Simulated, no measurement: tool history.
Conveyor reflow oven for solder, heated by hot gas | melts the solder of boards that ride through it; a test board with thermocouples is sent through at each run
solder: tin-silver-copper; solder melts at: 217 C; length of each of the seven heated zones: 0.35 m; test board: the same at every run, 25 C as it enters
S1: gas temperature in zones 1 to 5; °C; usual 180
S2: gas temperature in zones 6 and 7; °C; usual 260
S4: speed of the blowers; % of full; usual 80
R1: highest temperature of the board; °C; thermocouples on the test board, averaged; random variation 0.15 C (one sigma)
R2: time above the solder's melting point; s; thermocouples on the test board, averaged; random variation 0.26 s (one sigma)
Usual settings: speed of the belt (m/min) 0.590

run 1 day=0.000 | S1=180 S2=260 speed_of_the_belt_(m/min)=0.590 S4=80 | R1=248.9 R2=54.2
run 2 day=0.162 | S1=176 S2=260 speed_of_the_belt_(m/min)=0.590 S4=80 | R1=248.7 R2=52.3
run 3 day=0.379 | S1=176 S2=260 speed_of_the_belt_(m/min)=0.590 S4=80 | R1=248.5 R2=52.2
run 4 day=0.771 | S1=176 S2=260 speed_of_the_belt_(m/min)=0.590 S4=80 | R1=248.6 R2=52.2
run 5 day=1.112 | S1=176 S2=260 speed_of_the_belt_(m/min)=0.590 S4=80 | R1=248.5 R2=52.1
run 6 day=1.400 | S1=180 S2=260 speed_of_the_belt_(m/min)=0.590 S4=58 | R1=242.7 R2=46.4
run 7 day=1.767 | S1=180 S2=260 speed_of_the_belt_(m/min)=0.590 S4=58 | R1=242.7 R2=46.8
run 8 day=2.012 | S1=180 S2=260 speed_of_the_belt_(m/min)=0.590 S4=58 | R1=242.9 R2=46.7
run 9 day=2.242 | S1=180 S2=260 speed_of_the_belt_(m/min)=0.590 S4=58 | R1=242.8 R2=47.4
run 10 day=2.458 | S1=180 S2=260 speed_of_the_belt_(m/min)=0.590 S4=58 | R1=242.8 R2=47.1
run 11 day=2.783 | S1=180 S2=260 speed_of_the_belt_(m/min)=0.590 S4=80 | R1=249.0 R2=53.9
-- day=3.025 flux residue cleaned out of gas plates and filters
run 12 day=3.371 | S1=180 S2=260 speed_of_the_belt_(m/min)=0.590 S4=80 | R1=247.6 R2=52.3
run 13 day=3.529 | S1=180 S2=260 speed_of_the_belt_(m/min)=0.590 S4=80 | R1=247.7 R2=52.2
run 14 day=3.821 | S1=180 S2=260 speed_of_the_belt_(m/min)=0.590 S4=80 | R1=247.9 R2=52.4
run 15 day=4.100 | S1=180 S2=260 speed_of_the_belt_(m/min)=0.590 S4=80 | R1=247.9 R2=52.7
run 16 day=4.346 | S1=168 S2=249 speed_of_the_belt_(m/min)=0.674 S4=71 | R1=229.6 R2=23.3
run 17 day=4.546 | S1=180 S2=249 speed_of_the_belt_(m/min)=0.486 S4=65 | R1=239.6 R2=57.0
run 18 day=4.850 | S1=180 S2=249 speed_of_the_belt_(m/min)=0.486 S4=65 | R1=240.1 R2=56.8
run 19 day=5.238 | S1=165 S2=260 speed_of_the_belt_(m/min)=0.556 S4=63 | R1=241.9 R2=43.9
-- day=5.500 flux residue cleaned out of gas plates and filters, once more
run 20 day=5.788 | S1=180 S2=260 speed_of_the_belt_(m/min)=0.590 S4=79 | R1=251.0 R2=55.7
run 21 day=6.179 | S1=191 S2=267 speed_of_the_belt_(m/min)=0.590 S4=79 | R1=258.7 R2=64.0
run 22 day=6.400 | S1=173 S2=260 speed_of_the_belt_(m/min)=0.590 S4=69 | R1=247.1 R2=49.9
run 23 day=6.733 | S1=180 S2=273 speed_of_the_belt_(m/min)=0.509 S4=54 | R1=258.9 R2=69.3
run 24 day=7.058 | S1=186 S2=271 speed_of_the_belt_(m/min)=0.522 S4=82 | R1=264.7 R2=73.1
run 25 day=7.438 | S1=194 S2=260 speed_of_the_belt_(m/min)=0.535 S4=80 | R1=254.8 R2=70.5
run 26 day=7.800 | S1=174 S2=261 speed_of_the_belt_(m/min)=0.535 S4=80 | R1=253.3 R2=61.8
run 27 day=8.133 | S1=174 S2=261 speed_of_the_belt_(m/min)=0.535 S4=80 | R1=253.4 R2=61.6
run 28 day=8.450 | S1=174 S2=261 speed_of_the_belt_(m/min)=0.535 S4=80 | R1=253.4 R2=61.9
run 29 day=8.667 | S1=174 S2=261 speed_of_the_belt_(m/min)=0.535 S4=80 | R1=253.5 R2=61.8
run 30 day=8.942 | S1=180 S2=258 speed_of_the_belt_(m/min)=0.677 S4=80 | R1=245.7 R2=44.6

5 ways to go on from here, each from the tool as it stands after run 30. What would each give?
run A day=9.296 | S1=180 S2=260 speed_of_the_belt_(m/min)=0.552 S4=80 | R1=? R2=?
run B day=9.296 | S1=180 S2=252 speed_of_the_belt_(m/min)=0.590 S4=80 | R1=? R2=?
run C day=9.296 | S1=180 S2=256 speed_of_the_belt_(m/min)=0.677 S4=80 | R1=? R2=?
run D day=9.296 | S1=180 S2=259 speed_of_the_belt_(m/min)=0.590 S4=57 | R1=? R2=?
run E day=9.296 | S1=180 S2=258 speed_of_the_belt_(m/min)=0.590 S4=80 | R1=? R2=?

run=A R1=252.6 R2=61.0
run=B R1=244.2 R2=50.9
run=C R1=244.0 R2=43.4
run=D R1=243.6 R2=48.5
run=E R1=249.0 R2=54.8
Without the tool's hidden state the same runs would have given:
run=A R1=250.9 R2=59.8
run=B R1=242.6 R2=49.6
run=C R1=242.6 R2=42.2
run=D R1=242.1 R2=46.9
run=E R1=247.5 R2=53.6
